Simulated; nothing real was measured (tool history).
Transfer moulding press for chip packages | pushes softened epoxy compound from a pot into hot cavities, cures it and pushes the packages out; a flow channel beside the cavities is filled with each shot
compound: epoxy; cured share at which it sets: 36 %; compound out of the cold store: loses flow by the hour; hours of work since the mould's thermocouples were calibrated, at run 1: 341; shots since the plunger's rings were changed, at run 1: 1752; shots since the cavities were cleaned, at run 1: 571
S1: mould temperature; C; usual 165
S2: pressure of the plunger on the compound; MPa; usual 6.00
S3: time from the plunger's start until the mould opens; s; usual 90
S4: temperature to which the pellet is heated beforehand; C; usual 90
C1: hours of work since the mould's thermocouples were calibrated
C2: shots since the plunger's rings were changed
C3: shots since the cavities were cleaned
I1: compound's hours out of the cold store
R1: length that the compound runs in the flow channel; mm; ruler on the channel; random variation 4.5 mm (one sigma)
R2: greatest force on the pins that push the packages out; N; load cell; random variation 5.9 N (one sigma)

Run 1, day 0.000: usual settings; C1 341; C2 1752; C3 571; I1 42.5. Result: R1 609 mm, R2 262 N.
At day 1.221: mould's thermocouples calibrated.
At day 1.283: cavities cleaned with cleaning compound and waxed.
Run 2, day 2.433: usual settings but S2 5.81 MPa; C1 18; C2 2515; C3 383; I1 43.5. Result: R1 584 mm, R2 264 N.
Run 3, day 3.808: usual settings but S2 5.81 MPa; C1 39; C2 2974; C3 842; I1 47.7. Result: R1 572 mm, R2 290 N.
At day 4.179: cavities cleaned with cleaning compound and waxed.
Run 4, day 5.338: usual settings; C1 61; C2 3463; C3 386; I1 20.3. Result: R1 662 mm, R2 259 N.
Run 5, day 6.975: usual settings; C1 86; C2 4009; C3 932; I1 34.2. Result: R1 608 mm, R2 290 N.
At day 7.150: cavities cleaned with cleaning compound and waxed.
Run 6, day 8.675: usual settings; C1 111; C2 4556; C3 509; I1 47.4. Result: R1 571 mm, R2 279 N.
At day 10.121: cavities cleaned with cleaning compound and waxed.
Run 7, day 10.733: usual settings but S3 73 s; C1 142; C2 5221; C3 204; I1 11.4. Result: R1 680 mm, R2 327 N.
Run 8, day 12.608: usual settings but S1 160 C; C1 170; C2 5846; C3 829; I1 39.7. Result: R1 600 mm, R2 355 N.
At day 13.054: cavities cleaned with cleaning compound and waxed.
At day 13.600: plunger's sealing rings changed.
Run 9, day 14.579: usual settings but S1 160 C; C1 198; C2 326; C3 473; I1 20.3. Result: R1 701 mm, R2 351 N.
Run 10, day 15.612: usual settings but S2 6.81 MPa, S3 76 s, S4 87 C; C1 214; C2 670; C3 817; I1 17.4. Result: R1 743 mm, R2 364 N.
At day 16.067: cavities cleaned with cleaning compound and waxed.
Run 11, day 16.771: usual settings but S2 6.81 MPa, S3 76 s, S4 87 C; C1 231; C2 1037; C3 235; I1 11.6. Result: R1 765 mm, R2 319 N.
Run 12, day 17.979: usual settings but S1 170 C, S2 4.72 MPa, S3 80 s, S4 97 C; C1 249; C2 1439; C3 637; I1 24.8. Result: R1 571 mm, R2 269 N.
At day 19.138: cavities cleaned with cleaning compound and waxed.
Run 13, day 19.625: usual settings but S2 7.28 MPa, S3 76 s; C1 273; C2 1967; C3 162; I1 33.3. Result: R1 696 mm, R2 282 N.

Forecast each of these 3 alternatives for the next run:
Run A, day 20.629: usual settings but S1 166 C, S2 7.28 MPa, S3 117 s; C1 289; C2 2302; C3 497; I1 13.3. Result: R1 ?, R2 ?.
Run B, day 20.629: usual settings but S1 162 C, S2 5.09 MPa, S3 77 s; C1 289; C2 2302; C3 497; I1 20.1. Result: R1 ?, R2 ?.
Run C, day 20.629: usual settings but S1 158 C, S2 7.13 MPa, S3 113 s; C1 289; C2 2302; C3 497; I1 16.7. Result: R1 ?, R2 ?.

run   R1   R2
  A  777  257
  B  625  392
  C  771  295
Without the tool's hidden state the same runs would have given:
run   R1   R2
  A  801  209
  B  644  312
  C  794  238
